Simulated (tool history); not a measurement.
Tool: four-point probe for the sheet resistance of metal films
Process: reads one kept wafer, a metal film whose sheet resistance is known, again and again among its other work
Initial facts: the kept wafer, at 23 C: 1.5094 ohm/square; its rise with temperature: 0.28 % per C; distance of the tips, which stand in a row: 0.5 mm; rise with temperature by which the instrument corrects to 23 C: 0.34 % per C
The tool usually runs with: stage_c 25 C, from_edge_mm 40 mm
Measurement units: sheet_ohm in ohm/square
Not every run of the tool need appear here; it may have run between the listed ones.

run   hour  stage_c  from_edge_mm  sheet_ohm
  1    0.0       25            40   1.507875
  2   72.7       25            40   1.507759
  3  189.5       25            40   1.507999
  4  280.4       25            40   1.507772
  5  390.5       25            40   1.507432
  6  489.4       25            40   1.507887
  7  570.6       22             9   1.513265
  8  630.9       22             9   1.513110
  9  756.0       27            22   1.506254
 10  867.7       27            22   1.505893
 11  924.1       25             7   1.511849

Consider 4 possible next runs. They are alternatives, not a sequence: every one starts from the tool as it was left by run 11. What does each give?
  A  1016.0       25             8          ?
  B  1016.0       19            12          ?
  C  1016.0       20            46          ?
  D  1016.0       28            21          ?

run  sheet_ohm
  A   1.510919
  B   1.515063
  C   1.512272
  D   1.505788
Without the tool's hidden state the same runs would have given:
run  sheet_ohm
  A   1.510859
  B   1.515002
  C   1.512211
  D   1.505728

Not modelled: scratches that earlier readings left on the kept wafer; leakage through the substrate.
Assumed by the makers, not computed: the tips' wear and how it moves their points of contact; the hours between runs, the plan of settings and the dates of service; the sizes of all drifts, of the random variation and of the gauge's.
